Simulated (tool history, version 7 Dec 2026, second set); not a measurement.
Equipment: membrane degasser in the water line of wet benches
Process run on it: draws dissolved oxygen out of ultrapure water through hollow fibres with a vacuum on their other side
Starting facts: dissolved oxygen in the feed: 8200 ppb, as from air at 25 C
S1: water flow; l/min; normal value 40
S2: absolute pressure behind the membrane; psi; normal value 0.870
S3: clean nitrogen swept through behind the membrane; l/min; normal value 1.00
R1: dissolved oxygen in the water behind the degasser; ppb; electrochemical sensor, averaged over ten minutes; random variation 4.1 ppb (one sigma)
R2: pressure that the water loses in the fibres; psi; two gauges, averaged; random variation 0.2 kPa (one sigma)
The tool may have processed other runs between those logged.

Run 1, day 0.000: usual settings. Result: R1 458.3 ppb, R2 7.058 psi.
Run 2, day 4.025: usual settings. Result: R1 464.1 ppb, R2 7.081 psi.
Run 3, day 9.729: usual settings. Result: R1 462.9 ppb, R2 7.058 psi.
Run 4, day 13.946: usual settings. Result: R1 453.7 ppb, R2 7.120 psi.
Run 5, day 20.700: usual settings but S3 1.35 l/min. Result: R1 415.6 ppb, R2 7.110 psi.
Run 6, day 24.338: usual settings but S3 0.77 l/min. Result: R1 502.1 ppb, R2 7.120 psi.
Run 7, day 31.929: usual settings but S3 0.77 l/min. Result: R1 507.8 ppb, R2 7.107 psi.
Run 8, day 37.392: usual settings but S3 0.77 l/min. Result: R1 518.5 ppb, R2 7.063 psi.
Run 9, day 43.379: usual settings but S3 0.77 l/min. Result: R1 517.7 ppb, R2 7.130 psi.
Run 10, day 51.121: usual settings but S3 0.77 l/min. Result: R1 517.5 ppb, R2 7.181 psi.
Run 11, day 55.371: usual settings but S2 1.014 psi. Result: R1 543.0 ppb, R2 7.150 psi.
Run 12, day 61.758: usual settings but S2 1.014 psi. Result: R1 550.4 ppb, R2 7.094 psi.
Run 13, day 67.783: usual settings. Result: R1 476.3 ppb, R2 7.219 psi.
At day 74.446: seals of the vacuum lines changed.
Run 14, day 75.379: usual settings. Result: R1 478.2 ppb, R2 7.211 psi.
Run 15, day 79.971: usual settings. Result: R1 487.1 ppb, R2 7.172 psi.
Run 16, day 86.162: usual settings. Result: R1 488.0 ppb, R2 7.178 psi.
Run 17, day 94.242: usual settings but S2 2.129 psi. Result: R1 1066.5 ppb, R2 7.233 psi.
Run 18, day 101.975: usual settings but S2 1.284 psi, S3 1.25 l/min. Result: R1 624.0 ppb, R2 7.245 psi.
Run 19, day 108.038: usual settings but S2 1.284 psi, S3 1.25 l/min. Result: R1 622.9 ppb, R2 7.230 psi.
Run 20, day 115.108: usual settings but S1 28 l/min, S2 0.940 psi, S3 0.53 l/min. Result: R1 433.5 ppb, R2 5.065 psi.
Run 21, day 123.150: usual settings but S1 28 l/min, S2 0.940 psi, S3 0.53 l/min. Result: R1 435.9 ppb, R2 5.098 psi.
Run 22, day 127.829: usual settings but S1 28 l/min, S2 0.940 psi, S3 0.53 l/min. Result: R1 431.1 ppb, R2 5.100 psi.
At day 131.033: membrane cartridge changed.
Run 23, day 135.575: usual settings but S1 52 l/min, S2 1.250 psi, S3 0.52 l/min. Result: R1 1107.6 ppb, R2 8.544 psi.
Run 24, day 139.238: usual settings but S1 36 l/min, S2 0.727 psi, S3 1.96 l/min. Result: R1 227.4 ppb, R2 5.957 psi.
Run 25, day 146.788: usual settings but S1 36 l/min, S2 0.727 psi, S3 1.96 l/min. Result: R1 234.1 ppb, R2 5.961 psi.
Run 26, day 154.175: usual settings but S1 39 l/min, S2 0.727 psi, S3 1.96 l/min. Result: R1 266.6 ppb, R2 6.444 psi.
Run 27, day 159.108: usual settings but S1 60 l/min, S2 0.727 psi, S3 1.96 l/min. Result: R1 594.5 ppb, R2 9.939 psi.
Run 28, day 164.125: usual settings but S1 60 l/min, S2 1.579 psi, S3 1.96 l/min. Result: R1 941.1 ppb, R2 9.971 psi.
Run 29, day 170.783: usual settings but S1 45 l/min. Result: R1 517.9 ppb, R2 7.456 psi.
At day 177.854: vacuum gauge calibrated.
Run 30, day 178.033: usual settings but S1 27 l/min, S2 1.859 psi, S3 1.61 l/min. Result: R1 417.4 ppb, R2 4.537 psi.
Run 31, day 184.500: usual settings but S1 27 l/min, S2 1.859 psi, S3 1.61 l/min. Result: R1 420.1 ppb, R2 4.463 psi.
Run 32, day 189.642: usual settings but S1 27 l/min, S2 1.859 psi, S3 1.61 l/min. Result: R1 409.9 ppb, R2 4.499 psi.

Consider 3 possible next runs. They are alternatives, not a sequence: every one starts from the tool as it was left by run 32. What does each give?
Run A, day 193.596: usual settings but S1 27 l/min, S2 1.859 psi, S3 1.18 l/min. Result: R1 ?, R2 ?.
Run B, day 193.596: usual settings but S1 25 l/min, S2 1.859 psi, S3 1.61 l/min. Result: R1 ?, R2 ?.
Run C, day 193.596: usual settings but S2 0.598 psi, S3 1.78 l/min. Result: R1 ?, R2 ?.

run     R1     R2
  A  532.8  4.519
  B  378.4  4.181
  C  244.3  6.695
The same runs, with their run-to-run variation unchanged, on a tool lacking any hidden condition would have given:
run     R1     R2
  A  526.7  4.457
  B  372.4  4.123
  C  235.9  6.604

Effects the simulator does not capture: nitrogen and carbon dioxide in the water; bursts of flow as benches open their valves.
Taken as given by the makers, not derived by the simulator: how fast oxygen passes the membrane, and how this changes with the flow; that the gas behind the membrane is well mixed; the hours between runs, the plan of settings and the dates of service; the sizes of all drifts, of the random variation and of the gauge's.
